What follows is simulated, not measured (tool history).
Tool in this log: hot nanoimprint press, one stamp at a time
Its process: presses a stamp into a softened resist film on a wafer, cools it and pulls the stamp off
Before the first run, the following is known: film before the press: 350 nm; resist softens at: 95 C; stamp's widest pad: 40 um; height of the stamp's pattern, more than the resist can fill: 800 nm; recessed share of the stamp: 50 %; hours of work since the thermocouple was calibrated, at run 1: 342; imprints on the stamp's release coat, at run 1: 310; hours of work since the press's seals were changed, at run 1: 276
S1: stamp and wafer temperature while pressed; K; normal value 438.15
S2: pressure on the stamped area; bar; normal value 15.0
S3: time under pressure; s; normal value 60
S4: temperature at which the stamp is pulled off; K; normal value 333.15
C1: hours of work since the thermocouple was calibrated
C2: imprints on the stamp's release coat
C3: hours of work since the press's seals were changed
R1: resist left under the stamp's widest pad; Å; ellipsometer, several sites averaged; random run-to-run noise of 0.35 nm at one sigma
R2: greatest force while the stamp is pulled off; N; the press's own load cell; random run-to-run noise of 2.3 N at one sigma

{"run": 1, "day": 0.0, "S1": 438.15, "S2": 15.0, "S3": 60, "S4": 333.15, "C1": 342, "C2": 310, "C3": 276, "R1": 1408, "R2": 239}
{"day": 1.95, "done": "plate thermocouple calibrated"}
{"run": 2, "day": 1.983, "S1": 438.15, "S2": 9.6, "S3": 60, "S4": 333.15, "C1": 1, "C2": 510, "C3": 310, "R1": 1659, "R2": 255}
{"day": 2.317, "done": "stamp cleaned and given a new release coat"}
{"run": 3, "day": 3.708, "S1": 438.15, "S2": 9.6, "S3": 60, "S4": 333.15, "C1": 28, "C2": 151, "C3": 338, "R1": 1664, "R2": 233}
{"run": 4, "day": 5.238, "S1": 438.15, "S2": 9.6, "S3": 60, "S4": 333.15, "C1": 56, "C2": 316, "C3": 366, "R1": 1675, "R2": 240}
{"run": 5, "day": 6.696, "S1": 438.15, "S2": 9.6, "S3": 60, "S4": 333.15, "C1": 83, "C2": 474, "C3": 393, "R1": 1670, "R2": 252}
{"day": 7.492, "done": "stamp cleaned and given a new release coat"}
{"run": 6, "day": 8.879, "S1": 438.15, "S2": 9.6, "S3": 60, "S4": 333.15, "C1": 119, "C2": 150, "C3": 429, "R1": 1677, "R2": 233}
{"run": 7, "day": 9.879, "S1": 438.15, "S2": 9.6, "S3": 60, "S4": 333.15, "C1": 138, "C2": 258, "C3": 448, "R1": 1682, "R2": 238}
{"run": 8, "day": 11.7, "S1": 438.15, "S2": 15.0, "S3": 60, "S4": 333.15, "C1": 172, "C2": 455, "C3": 481, "R1": 1390, "R2": 250}
{"day": 12.546, "done": "stamp cleaned and given a new release coat"}
{"run": 9, "day": 13.167, "S1": 438.15, "S2": 15.0, "S3": 60, "S4": 333.15, "C1": 194, "C2": 68, "C3": 504, "R1": 1395, "R2": 231}
{"run": 10, "day": 14.596, "S1": 438.15, "S2": 15.0, "S3": 60, "S4": 333.15, "C1": 221, "C2": 222, "C3": 530, "R1": 1395, "R2": 239}
{"run": 11, "day": 15.692, "S1": 438.15, "S2": 15.0, "S3": 60, "S4": 333.15, "C1": 241, "C2": 340, "C3": 551, "R1": 1405, "R2": 244}
{"run": 12, "day": 16.892, "S1": 438.15, "S2": 15.0, "S3": 60, "S4": 333.15, "C1": 263, "C2": 470, "C3": 573, "R1": 1404, "R2": 255}
{"day": 17.733, "done": "stamp cleaned and given a new release coat"}
{"run": 13, "day": 19.079, "S1": 438.15, "S2": 15.0, "S3": 60, "S4": 333.15, "C1": 299, "C2": 145, "C3": 609, "R1": 1403, "R2": 236}
{"run": 14, "day": 20.129, "S1": 438.15, "S2": 15.0, "S3": 60, "S4": 333.15, "C1": 319, "C2": 258, "C3": 628, "R1": 1411, "R2": 240}
{"run": 15, "day": 21.483, "S1": 438.15, "S2": 18.1, "S3": 60, "S4": 332.15, "C1": 344, "C2": 405, "C3": 654, "R1": 1299, "R2": 255}
{"day": 22.871, "done": "stamp cleaned and given a new release coat"}
{"day": 23.571, "done": "plate thermocouple calibrated"}
{"run": 16, "day": 23.696, "S1": 438.15, "S2": 18.1, "S3": 60, "S4": 332.15, "C1": 2, "C2": 75, "C3": 688, "R1": 1269, "R2": 231}
{"run": 17, "day": 24.592, "S1": 431.15, "S2": 18.1, "S3": 60, "S4": 322.15, "C1": 19, "C2": 172, "C3": 704, "R1": 1643, "R2": 293}
{"run": 18, "day": 26.392, "S1": 437.15, "S2": 10.3, "S3": 60, "S4": 333.15, "C1": 52, "C2": 366, "C3": 738, "R1": 1681, "R2": 244}
{"run": 19, "day": 27.7, "S1": 437.15, "S2": 10.3, "S3": 60, "S4": 333.15, "C1": 77, "C2": 508, "C3": 762, "R1": 1673, "R2": 252}
{"day": 28.092, "done": "stamp cleaned and given a new release coat"}
{"run": 20, "day": 29.067, "S1": 438.15, "S2": 20.2, "S3": 60, "S4": 333.15, "C1": 97, "C2": 106, "C3": 783, "R1": 1222, "R2": 230}
{"day": 30.238, "done": "press's hydraulic seals changed and the load cell set to zero"}
{"run": 21, "day": 30.442, "S1": 436.15, "S2": 15.0, "S3": 60, "S4": 333.15, "C1": 117, "C2": 218, "C3": 4, "R1": 1475, "R2": 238}
{"run": 22, "day": 31.317, "S1": 444.15, "S2": 15.0, "S3": 41, "S4": 318.15, "C1": 133, "C2": 313, "C3": 20, "R1": 1304, "R2": 325}
{"run": 23, "day": 33.204, "S1": 444.15, "S2": 15.0, "S3": 41, "S4": 318.15, "C1": 168, "C2": 517, "C3": 55, "R1": 1313, "R2": 342}
{"day": 33.558, "done": "stamp cleaned and given a new release coat"}
{"run": 24, "day": 34.488, "S1": 444.15, "S2": 15.0, "S3": 41, "S4": 318.15, "C1": 187, "C2": 100, "C3": 74, "R1": 1312, "R2": 311}
{"run": 25, "day": 35.367, "S1": 432.15, "S2": 10.0, "S3": 60, "S4": 333.15, "C1": 203, "C2": 195, "C3": 91, "R1": 2019, "R2": 235}
{"run": 26, "day": 36.408, "S1": 438.15, "S2": 14.7, "S3": 60, "S4": 326.15, "C1": 223, "C2": 308, "C3": 110, "R1": 1402, "R2": 285}
{"run": 27, "day": 37.988, "S1": 438.15, "S2": 14.7, "S3": 60, "S4": 326.15, "C1": 252, "C2": 478, "C3": 139, "R1": 1402, "R2": 295}
{"day": 38.712, "done": "stamp cleaned and given a new release coat"}
{"run": 28, "day": 39.142, "S1": 438.15, "S2": 15.0, "S3": 60, "S4": 327.15, "C1": 269, "C2": 46, "C3": 156, "R1": 1399, "R2": 263}

4 ways to go on from here, each from the tool as it stands after run 28. What would each give?
{"run": "A", "day": 40.312, "S1": 438.15, "S2": 15.0, "S3": 33, "S4": 333.15, "C1": 291, "C2": 172, "C3": 178, "R1": "?", "R2": "?"}
{"run": "B", "day": 40.312, "S1": 438.15, "S2": 15.0, "S3": 40, "S4": 327.15, "C1": 291, "C2": 172, "C3": 178, "R1": "?", "R2": "?"}
{"run": "C", "day": 40.312, "S1": 448.15, "S2": 14.3, "S3": 60, "S4": 320.15, "C1": 291, "C2": 172, "C3": 178, "R1": "?", "R2": "?"}
{"run": "D", "day": 40.312, "S1": 438.15, "S2": 11.2, "S3": 60, "S4": 323.15, "C1": 291, "C2": 172, "C3": 178, "R1": "?", "R2": "?"}

run=A R1=1761 R2=235
run=B R1=1637 R2=269
run=C R1=1004 R2=307
run=D R1=1581 R2=297
With no hidden state in the tool, these same runs would have given:
run=A R1=1732 R2=224
run=B R1=1608 R2=255
run=C R1=986 R2=293
run=D R1=1554 R2=282
